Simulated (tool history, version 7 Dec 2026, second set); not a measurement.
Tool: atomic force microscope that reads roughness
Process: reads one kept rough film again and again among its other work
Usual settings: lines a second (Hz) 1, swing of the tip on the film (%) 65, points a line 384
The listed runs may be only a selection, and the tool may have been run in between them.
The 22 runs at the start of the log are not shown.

| run | hour | lines a second (Hz) | swing of the tip on the film (%) | points a line | pictures with this tip | hours of work since the height scale was calibrated | roughness of the kept film (nm (root mean square)) |
|---|---|---|---|---|---|---|---|
| 23 | 431.4 | 0.67 | 67 | 384 | 186 | 28 | 1.095 |
|  | 439.8 | new tip fitted |
| 24 | 448.8 | 0.67 | 67 | 384 | 10 | 38 | 1.128 |
| 25 | 473 | 1 | 64 | 640 | 36 | 53 | 1.112 |
| 26 | 496.3 | 1.82 | 60 | 282 | 60 | 67 | 1.093 |
| 27 | 513.3 | 1.82 | 60 | 282 | 78 | 77 | 1.093 |
| 28 | 534 | 0.5 | 65 | 923 | 100 | 90 | 1.129 |
| 29 | 558.2 | 1 | 89 | 649 | 126 | 105 | 1.017 |
| 30 | 577.6 | 1 | 89 | 649 | 147 | 117 | 1.014 |
| 31 | 602.2 | 1.19 | 65 | 384 | 173 | 131 | 1.09 |
|  | 621.5 | new tip fitted |
| 32 | 628.1 | 0.54 | 83 | 384 | 7 | 147 | 1.109 |
| 33 | 644.5 | 0.54 | 83 | 384 | 24 | 157 | 1.093 |
| 34 | 656.2 | 0.54 | 83 | 384 | 37 | 164 | 1.101 |
| 35 | 673.1 | 0.54 | 83 | 384 | 55 | 174 | 1.092 |
| 36 | 696.9 | 2.38 | 65 | 773 | 80 | 189 | 1.063 |

Each row is a separate what-if for the run after 36, all from the same tool condition, not one after another. Results?
| A | 715.7 | 1 | 65 | 414 | 100 | 200 | ? |
| B | 715.7 | 0.99 | 86 | 816 | 100 | 200 | ? |
| C | 715.7 | 2.68 | 64 | 651 | 100 | 200 | ? |
| D | 715.7 | 0.75 | 65 | 375 | 100 | 200 | ? |

| run | roughness of the kept film (nm (root mean square)) |
|---|---|
| A | 1.102 |
| B | 1.036 |
| C | 1.052 |
| D | 1.109 |
The same runs, with their run-to-run variation unchanged, on a tool lacking any hidden condition would have given:
| run | roughness of the kept film (nm (root mean square)) |
|---|---|
| A | 1.114 |
| B | 1.048 |
| C | 1.064 |
| D | 1.121 |

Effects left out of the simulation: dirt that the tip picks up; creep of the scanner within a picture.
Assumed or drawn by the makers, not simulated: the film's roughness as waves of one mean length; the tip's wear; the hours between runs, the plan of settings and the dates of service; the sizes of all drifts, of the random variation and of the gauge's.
